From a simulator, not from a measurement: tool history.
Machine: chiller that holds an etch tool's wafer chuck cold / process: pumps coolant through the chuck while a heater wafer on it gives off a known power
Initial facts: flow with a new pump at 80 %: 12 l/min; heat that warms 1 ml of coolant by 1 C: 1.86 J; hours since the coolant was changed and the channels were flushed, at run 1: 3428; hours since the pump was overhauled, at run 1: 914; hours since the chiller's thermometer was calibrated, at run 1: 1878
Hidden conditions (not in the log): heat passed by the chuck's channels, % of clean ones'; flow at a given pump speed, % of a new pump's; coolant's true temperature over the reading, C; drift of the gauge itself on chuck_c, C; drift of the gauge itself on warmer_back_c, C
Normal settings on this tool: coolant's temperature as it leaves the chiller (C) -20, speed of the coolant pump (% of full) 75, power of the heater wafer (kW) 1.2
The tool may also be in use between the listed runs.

run   hour  coolant's temperature as it leaves the chiller (C)  speed of the coolant pump (% of full)  power of the heater wafer (kW)  hours since the coolant was changed and the channels were flushed  hours since the pump was overhauled  hours since the chiller's thermometer was calibrated  chuck's temperature once it has settled (C)  how much warmer the coolant comes back (C)
  1      0                                                 -20                                     75                             1.2                                                               3428                                  914                                                  1878                                         -9.5                                        3.47
  2   17.3                                                 -20                                     75                           1.648                                                               3445                                  931                                                  1895                                         -5.7                                        4.78
  3   39.6                                                 -20                                     75                           0.757                                                               3467                                  953                                                  1917                                        -13.4                                        2.25
  4   65.3                                                 -23                                     75                           0.757                                                               3493                                  979                                                  1943                                        -16.5                                        2.18
  5   94.2                                                 -23                                     75                           0.757                                                               3522                                 1008                                                  1972                                        -16.4                                        2.15
  6    108                                                 -23                                     75                           0.757                                                               3536                                 1022                                                  1986                                        -16.4                                        2.21
  7  127.2                                                 -23                                     75                           0.757                                                               3555                                 1041                                                  2005                                        -16.4                                        2.22
  8  154.1                                                 -20                                     75                             1.2                                                               3582                                 1068                                                  2032                                         -9.5                                        3.52
  9  184.1                                                 -20                                     75                             1.2                                                               3612                                 1098                                                  2062                                         -9.6                                        3.51
     215.7  -- coolant changed, channels flushed
 10    219                                                 -20                                     75                             1.2                                                                  3                                 1127                                                  2091                                         -9.6                                        3.55
 11  238.9                                                 -21                                     75                             1.2                                                                 23                                 1147                                                  2110                                        -10.6                                        3.47
 12  263.1                                                 -26                                     88                           0.742                                                                 47                                 1171                                                  2135                                        -20.6                                        1.81
 13  276.1                                                 -11                                     75                             1.2                                                                 60                                 1184                                                  2148                                         -0.5                                        3.48
 14    294                                                 -10                                     75                           0.618                                                                 78                                 1202                                                  2166                                         -4.6                                        1.87
 15  308.9                                                 -29                                     89                            0.62                                                                 93                                 1217                                                  2181                                        -24.5                                        1.47
 16  325.4                                                 -24                                     89                           1.018                                                                110                                 1233                                                  2197                                        -16.3                                        2.51
 17  349.4                                                 -28                                     91                           1.283                                                                134                                 1257                                                  2221                                        -18.8                                        2.97
 18  378.3                                                 -28                                     91                           1.283                                                                163                                 1286                                                  2250                                        -18.7                                        2.97
 19  400.1                                                 -11                                     66                           1.353                                                                184                                 1308                                                  2272                                          2.1                                        4.47

3 options for the next run, each taken on its own from the tool as it stands now. Forecast them:
  A  417.8                                                 -11                                     62                           0.704                                                                202                                 1326                                                  2289                                            ?                                           ?
  B  417.8                                                 -11                                     66                            0.84                                                                202                                 1326                                                  2289                                            ?                                           ?
  C  417.8                                                 -25                                     68                           1.353                                                                202                                 1326                                                  2289                                            ?                                           ?

run  chuck's temperature once it has settled (C)  how much warmer the coolant comes back (C)
  A                                         -3.7                                        2.53
  B                                         -2.9                                        2.75
  C                                        -12.2                                        4.34
Take away the tool's hidden state, keep each run's random variation, and the runs would have read:
run  chuck's temperature once it has settled (C)  how much warmer the coolant comes back (C)
  A                                         -3.7                                        2.53
  B                                         -2.9                                        2.75
  C                                        -12.2                                        4.34
